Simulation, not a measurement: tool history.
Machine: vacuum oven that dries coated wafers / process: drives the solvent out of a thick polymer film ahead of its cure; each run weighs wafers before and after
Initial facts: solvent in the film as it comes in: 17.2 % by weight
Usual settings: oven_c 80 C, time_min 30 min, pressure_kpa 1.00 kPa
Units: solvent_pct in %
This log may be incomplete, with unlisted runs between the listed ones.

run	hour	oven_c	time_min	pressure_kpa	solvent_pct
1	0.0	80	30	1.00	3.08
2	30.3	91	30	1.00	1.40
3	83.6	80	30	0.94	2.98
4	109.4	86	30	0.94	1.91
5	162.5	86	30	0.94	1.96
6	209.0	86	30	0.94	2.01
# hour 261.6: vacuum gauge cleaned of residue and calibrated
7	261.6	86	30	0.94	1.69
8	297.6	66	20	1.00	8.33
# hour 302.5: oven's thermocouples calibrated
9	351.6	66	20	1.00	8.15
10	380.2	80	30	2.26	4.01
# hour 401.4: oven's thermocouples calibrated, once more
11	426.3	74	16	2.26	8.43
12	461.0	86	22	1.85	3.41
13	496.0	80	30	0.92	2.81

Forecast each of these 3 alternatives for the next run:
A	549.4	91	25	3.71	?
B	549.4	91	29	0.77	?
C	549.4	84	26	1.23	?

run	solvent_pct
A	3.50
B	1.06
C	2.77
Without the tool's hidden state the same runs would have given:
run	solvent_pct
A	3.41
B	1.00
C	2.68
